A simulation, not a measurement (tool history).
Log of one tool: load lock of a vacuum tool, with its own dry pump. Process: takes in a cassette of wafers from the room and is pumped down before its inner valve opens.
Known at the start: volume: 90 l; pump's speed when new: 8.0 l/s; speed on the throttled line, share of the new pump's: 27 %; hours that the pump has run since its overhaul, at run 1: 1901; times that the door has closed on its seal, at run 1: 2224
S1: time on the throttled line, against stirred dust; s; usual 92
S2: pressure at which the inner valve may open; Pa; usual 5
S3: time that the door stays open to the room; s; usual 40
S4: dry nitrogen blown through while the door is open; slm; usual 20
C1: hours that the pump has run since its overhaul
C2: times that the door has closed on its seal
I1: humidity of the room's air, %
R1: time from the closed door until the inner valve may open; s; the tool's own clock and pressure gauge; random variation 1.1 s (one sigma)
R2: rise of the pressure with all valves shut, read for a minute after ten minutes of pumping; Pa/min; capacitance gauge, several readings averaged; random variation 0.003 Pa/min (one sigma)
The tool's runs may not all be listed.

Run 1, hour 0.0: usual settings; C1 1901; C2 2224; I1 47.0. Result: R1 180.4 s, R2 0.013 Pa/min.
Run 2, hour 116.6: usual settings; C1 2017; C2 2497; I1 44.9. Result: R1 180.7 s, R2 0.015 Pa/min.
Run 3, hour 262.0: usual settings; C1 2163; C2 2838; I1 44.3. Result: R1 178.6 s, R2 0.013 Pa/min.
Run 4, hour 374.1: usual settings; C1 2275; C2 3100; I1 47.4. Result: R1 178.2 s, R2 0.019 Pa/min.
Run 5, hour 566.2: usual settings; C1 2467; C2 3551; I1 41.4. Result: R1 180.8 s, R2 0.016 Pa/min.
Run 6, hour 723.7: usual settings but S4 19 slm; C1 2624; C2 3920; I1 45.2. Result: R1 180.8 s, R2 0.017 Pa/min.
Run 7, hour 907.3: usual settings but S1 151 s, S4 41 slm; C1 2808; C2 4350; I1 44.1. Result: R1 221.9 s, R2 0.013 Pa/min.
Run 8, hour 1047.2: usual settings but S1 151 s, S4 7 slm; C1 2948; C2 4678; I1 43.1. Result: R1 223.9 s, R2 0.019 Pa/min.
Run 9, hour 1207.4: usual settings but S1 61 s, S4 6 slm; C1 3108; C2 5053; I1 47.6. Result: R1 158.2 s, R2 0.023 Pa/min.
Run 10, hour 1370.4: usual settings but S1 54 s, S2 9 Pa; C1 3271; C2 5435; I1 47.4. Result: R1 146.1 s, R2 0.018 Pa/min.
Run 11, hour 1574.4: usual settings but S2 4 Pa, S3 32 s; C1 3475; C2 5914; I1 45.4. Result: R1 182.3 s, R2 0.008 Pa/min.
Run 12, hour 1773.0: usual settings but S2 4 Pa, S3 32 s; C1 3674; C2 6379; I1 43.9. Result: R1 184.2 s, R2 0.012 Pa/min.

4 ways to go on from here, each from the tool as it stands after run 12. What would each give?
Run A, hour 1893.5: usual settings but S1 93 s, S4 6 slm; C1 3794; C2 6661; I1 44.7. Result: R1 ?, R2 ?.
Run B, hour 1893.5: usual settings but S1 128 s; C1 3794; C2 6661; I1 43.3. Result: R1 ?, R2 ?.
Run C, hour 1893.5: usual settings but S1 58 s, S2 4 Pa, S3 133 s, S4 4 slm; C1 3794; C2 6661; I1 49.8. Result: R1 ?, R2 ?.
Run D, hour 1893.5: usual settings but S2 7 Pa, S4 21 slm; C1 3794; C2 6661; I1 41.8. Result: R1 ?, R2 ?.

run     R1     R2
  A  181.1  0.024
  B  206.1  0.014
  C  159.0  0.047
  D  175.3  0.015
Without the tool's hidden state the same runs would have given:
run     R1     R2
  A  181.1  0.024
  B  206.1  0.014
  C  159.0  0.046
  D  175.3  0.015

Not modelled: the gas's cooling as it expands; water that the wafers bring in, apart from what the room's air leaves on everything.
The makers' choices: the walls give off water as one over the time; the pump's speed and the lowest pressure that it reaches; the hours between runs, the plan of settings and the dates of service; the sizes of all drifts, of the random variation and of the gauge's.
